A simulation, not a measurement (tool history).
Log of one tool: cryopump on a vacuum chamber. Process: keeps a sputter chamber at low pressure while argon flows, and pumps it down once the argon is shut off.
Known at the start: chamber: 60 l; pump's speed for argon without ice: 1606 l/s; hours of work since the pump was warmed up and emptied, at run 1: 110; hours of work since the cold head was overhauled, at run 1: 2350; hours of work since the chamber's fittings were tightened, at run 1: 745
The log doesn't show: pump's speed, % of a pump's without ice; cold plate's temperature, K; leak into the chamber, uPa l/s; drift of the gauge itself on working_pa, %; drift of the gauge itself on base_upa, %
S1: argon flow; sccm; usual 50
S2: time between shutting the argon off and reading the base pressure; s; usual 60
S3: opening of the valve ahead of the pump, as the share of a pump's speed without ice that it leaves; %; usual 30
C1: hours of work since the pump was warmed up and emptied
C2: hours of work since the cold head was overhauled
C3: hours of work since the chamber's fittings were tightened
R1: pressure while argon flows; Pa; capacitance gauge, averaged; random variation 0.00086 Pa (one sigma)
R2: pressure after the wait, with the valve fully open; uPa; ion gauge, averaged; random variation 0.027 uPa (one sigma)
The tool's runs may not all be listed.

{"run": 1, "day": 0.0, "S1": 50, "S2": 60, "S3": 30, "C1": 110, "C2": 2350, "C3": 745, "R1": 0.1805, "R2": 1.74}
{"run": 2, "day": 2.9, "S1": 50, "S2": 60, "S3": 30, "C1": 161, "C2": 2402, "C3": 797, "R1": 0.1794, "R2": 1.78}
{"run": 3, "day": 6.271, "S1": 50, "S2": 60, "S3": 30, "C1": 221, "C2": 2462, "C3": 856, "R1": 0.1817, "R2": 1.88}
{"run": 4, "day": 8.554, "S1": 50, "S2": 88, "S3": 30, "C1": 262, "C2": 2502, "C3": 897, "R1": 0.1817, "R2": 1.54}
{"run": 5, "day": 11.104, "S1": 50, "S2": 88, "S3": 30, "C1": 307, "C2": 2547, "C3": 942, "R1": 0.1852, "R2": 1.61}
{"run": 6, "day": 13.971, "S1": 50, "S2": 88, "S3": 30, "C1": 358, "C2": 2598, "C3": 993, "R1": 0.1869, "R2": 1.65}
{"day": 17.062, "done": "pump warmed up, emptied and cooled again"}
{"run": 7, "day": 17.408, "S1": 56, "S2": 88, "S3": 30, "C1": 6, "C2": 2655, "C3": 1050, "R1": 0.1981, "R2": 1.55}
{"run": 8, "day": 19.458, "S1": 56, "S2": 88, "S3": 30, "C1": 42, "C2": 2692, "C3": 1087, "R1": 0.1988, "R2": 1.64}
{"run": 9, "day": 23.088, "S1": 56, "S2": 88, "S3": 30, "C1": 107, "C2": 2756, "C3": 1151, "R1": 0.2023, "R2": 1.71}
{"run": 10, "day": 24.542, "S1": 56, "S2": 88, "S3": 30, "C1": 133, "C2": 2782, "C3": 1177, "R1": 0.2019, "R2": 1.68}
{"run": 11, "day": 27.846, "S1": 42, "S2": 60, "S3": 30, "C1": 191, "C2": 2841, "C3": 1235, "R1": 0.1523, "R2": 2.05}
{"run": 12, "day": 30.588, "S1": 42, "S2": 60, "S3": 30, "C1": 240, "C2": 2889, "C3": 1284, "R1": 0.1535, "R2": 2.18}
{"run": 13, "day": 33.004, "S1": 42, "S2": 60, "S3": 30, "C1": 283, "C2": 2932, "C3": 1327, "R1": 0.1536, "R2": 2.17}
{"run": 14, "day": 34.696, "S1": 58, "S2": 60, "S3": 30, "C1": 313, "C2": 2962, "C3": 1357, "R1": 0.2144, "R2": 2.22}
{"run": 15, "day": 36.888, "S1": 50, "S2": 60, "S3": 30, "C1": 352, "C2": 3001, "C3": 1396, "R1": 0.1854, "R2": 2.37}
{"run": 16, "day": 38.562, "S1": 50, "S2": 60, "S3": 30, "C1": 382, "C2": 3031, "C3": 1426, "R1": 0.1847, "R2": 2.33}
{"day": 40.275, "done": "pump warmed up, emptied and cooled again"}
{"run": 17, "day": 41.95, "S1": 50, "S2": 60, "S3": 30, "C1": 30, "C2": 3087, "C3": 1482, "R1": 0.1769, "R2": 2.12}
{"run": 18, "day": 44.938, "S1": 71, "S2": 197, "S3": 30, "C1": 83, "C2": 3140, "C3": 1535, "R1": 0.2525, "R2": 1.52}
{"run": 19, "day": 46.617, "S1": 71, "S2": 21, "S3": 30, "C1": 113, "C2": 3170, "C3": 1565, "R1": 0.2546, "R2": 4.24}
{"run": 20, "day": 49.442, "S1": 36, "S2": 60, "S3": 23, "C1": 163, "C2": 3220, "C3": 1615, "R1": 0.1674, "R2": 2.34}
{"run": 21, "day": 51.142, "S1": 21, "S2": 79, "S3": 23, "C1": 193, "C2": 3250, "C3": 1645, "R1": 0.0987, "R2": 2.14}
{"run": 22, "day": 53.517, "S1": 21, "S2": 93, "S3": 40, "C1": 235, "C2": 3292, "C3": 1687, "R1": 0.0584, "R2": 2.1}
{"run": 23, "day": 56.858, "S1": 41, "S2": 81, "S3": 41, "C1": 294, "C2": 3352, "C3": 1747, "R1": 0.1123, "R2": 2.24}
{"run": 24, "day": 58.779, "S1": 41, "S2": 81, "S3": 41, "C1": 328, "C2": 3386, "C3": 1781, "R1": 0.1119, "R2": 2.33}
{"run": 25, "day": 62.229, "S1": 66, "S2": 291, "S3": 15, "C1": 390, "C2": 3447, "C3": 1842, "R1": 0.4776, "R2": 1.86}
{"day": 63.5, "done": "pump warmed up, emptied and cooled again"}
{"run": 26, "day": 65.046, "S1": 50, "S2": 229, "S3": 31, "C1": 27, "C2": 3493, "C3": 1888, "R1": 0.1726, "R2": 1.8}
{"run": 27, "day": 66.921, "S1": 50, "S2": 229, "S3": 31, "C1": 61, "C2": 3527, "C3": 1922, "R1": 0.1721, "R2": 1.81}
{"run": 28, "day": 69.096, "S1": 50, "S2": 205, "S3": 20, "C1": 99, "C2": 3565, "C3": 1960, "R1": 0.2655, "R2": 1.85}
{"run": 29, "day": 72.65, "S1": 50, "S2": 205, "S3": 20, "C1": 162, "C2": 3628, "C3": 2023, "R1": 0.2688, "R2": 1.95}
{"run": 30, "day": 75.275, "S1": 50, "S2": 205, "S3": 20, "C1": 209, "C2": 3675, "C3": 2070, "R1": 0.2687, "R2": 2}

5 ways to go on from here, each from the tool as it stands after run 30. What would each give?
{"run": "A", "day": 78.454, "S1": 50, "S2": 205, "S3": 19, "C1": 265, "C2": 3731, "C3": 2126, "R1": "?", "R2": "?"}
{"run": "B", "day": 78.454, "S1": 31, "S2": 63, "S3": 22, "C1": 265, "C2": 3731, "C3": 2126, "R1": "?", "R2": "?"}
{"run": "C", "day": 78.454, "S1": 50, "S2": 205, "S3": 37, "C1": 265, "C2": 3731, "C3": 2126, "R1": "?", "R2": "?"}
{"run": "D", "day": 78.454, "S1": 25, "S2": 138, "S3": 50, "C1": 265, "C2": 3731, "C3": 2126, "R1": "?", "R2": "?"}
{"run": "E", "day": 78.454, "S1": 43, "S2": 60, "S3": 43, "C1": 265, "C2": 3731, "C3": 2126, "R1": "?", "R2": "?"}

run=A R1=0.2839 R2=2.06
run=B R1=0.1536 R2=2.76
run=C R1=0.1501 R2=2.16
run=D R1=0.0565 R2=2.18
run=E R1=0.111 R2=2.7
Without the tool's hidden state the same runs would have given:
run=A R1=0.2763 R2=0.46
run=B R1=0.1488 R2=1.14
run=C R1=0.1425 R2=0.51
run=D R1=0.0527 R2=0.58
run=E R1=0.1044 R2=1.15

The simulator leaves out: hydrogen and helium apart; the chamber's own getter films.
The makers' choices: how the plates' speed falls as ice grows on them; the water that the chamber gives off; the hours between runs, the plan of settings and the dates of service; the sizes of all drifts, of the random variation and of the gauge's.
